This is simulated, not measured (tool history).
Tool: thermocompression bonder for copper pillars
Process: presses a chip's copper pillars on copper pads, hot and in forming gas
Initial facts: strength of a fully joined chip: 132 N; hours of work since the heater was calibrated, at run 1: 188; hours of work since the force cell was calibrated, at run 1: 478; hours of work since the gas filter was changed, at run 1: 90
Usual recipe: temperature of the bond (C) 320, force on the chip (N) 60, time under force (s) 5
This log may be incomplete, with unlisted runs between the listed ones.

run   hour  temperature of the bond (C)  force on the chip (N)  time under force (s)  hours of work since the heater was calibrated  hours of work since the force cell was calibrated  hours of work since the gas filter was changed  force that shears a chip off (N)
  1      0                          320                     60                     5                                            188                                                478                                              90                              73.6
  2    8.1                          320                     60                     5                                            194                                                483                                              95                              73.7
  3   15.4                          303                     60                     5                                            199                                                489                                             101                              59.1
  4   25.4                          303                     60                     5                                            206                                                496                                             108                                60
  5   34.2                          303                     60                     5                                            212                                                502                                             114                              59.4
  6   45.2                          303                     60                     5                                            220                                                510                                             122                              59.7
  7   52.2                          320                     60                     5                                            225                                                515                                             127                              73.2
  8   60.1                          320                     60                     5                                            231                                                520                                             132                              73.8
      65.3  -- forming gas filter changed
  9   67.3                          320                     60                     5                                            236                                                525                                               1                              74.6
 10   77.8                          320                     60                     5                                            243                                                533                                               9                              74.9
 11     83                          320                     60                     5                                            247                                                536                                              13                              74.1
 12   94.5                          320                     60                     5                                            255                                                544                                              21                              73.9
 13  104.7                          320                     60                     5                                            262                                                552                                              28                              72.6
 14  114.1                          320                     60                     5                                            269                                                558                                              35                              75.6
 15  120.1                          320                     60                     5                                            273                                                563                                              39                              72.3
 16  125.9                          306                     60                     5                                            277                                                567                                              43                              63.3
 17  131.9                          320                     42                     5                                            282                                                571                                              47                              53.5
 18  139.7                          320                     60                     5                                            287                                                577                                              53                              74.1
 19  149.5                          320                     60                     5                                            294                                                584                                              60                              72.6
 20  156.4                          320                     60                     8                                            299                                                588                                              65                              84.2
 21  168.3                          327                     83                    10                                            307                                                597                                              73                             111.9
 22  175.4                          320                     69                     4                                            312                                                602                                              78                              75.7
 23  186.6                          320                     69                     4                                            320                                                610                                              86                              76.1
 24  193.8                          322                     71                     4                                            325                                                615                                              91                              77.6
 25  204.6                          347                     71                     5                                            333                                                623                                              99                             104.3
 26  212.8                          305                     40                     8                                            339                                                628                                             105                              50.4
 27  220.5                          335                     87                     7                                            344                                                634                                             110                             114.3
 28  225.5                          340                     42                     4                                            348                                                638                                             114                              64.7
 29    234                          340                     42                     4                                            354                                                644                                             120                              63.4
 30  245.2                          318                     45                     4                                            362                                                652                                             128                              51.7
 31    255                          299                     45                     4                                            369                                                658                                             135                              38.5
     256.4  -- forming gas filter changed
 32  265.7                          299                     45                     4                                            376                                                666                                               7                              38.7
 33  271.4                          299                     53                     4                                            380                                                670                                              11                              45.4
 34  280.8                          299                     53                     4                                            387                                                676                                              17                              45.6
 35  286.4                          299                     53                     4                                            391                                                680                                              21                              45.1
 36  295.8                          299                     53                     4                                            398                                                687                                              28                              45.6
 37    308                          299                     53                     4                                            406                                                696                                              37                              45.4
 38  317.8                          334                     39                     3                                            413                                                703                                              44                              48.4
 39  323.5                          334                     39                     3                                            417                                                707                                              48                              48.6
 40  335.2                          309                     48                    12                                            426                                                715                                              56                              70.9

What if the next run were any one of these 4? Each begins from the tool's condition after run 40:
  A  346.8                          314                     86                    12                                            434                                                723                                              64                                 ?
  B  346.8                          301                     68                    11                                            434                                                723                                              64                                 ?
  C  346.8                          322                     76                     5                                            434                                                723                                              64                                 ?
  D  346.8                          327                     57                     9                                            434                                                723                                              64                                 ?

run  force that shears a chip off (N)
  A                             111.1
  B                              84.1
  C                              92.2
  D                              89.2
Stripped of hidden state, with their random variation kept, the same runs would have yielded:
run  force that shears a chip off (N)
  A                             111.5
  B                              84.4
  C                              92.5
  D                              89.6
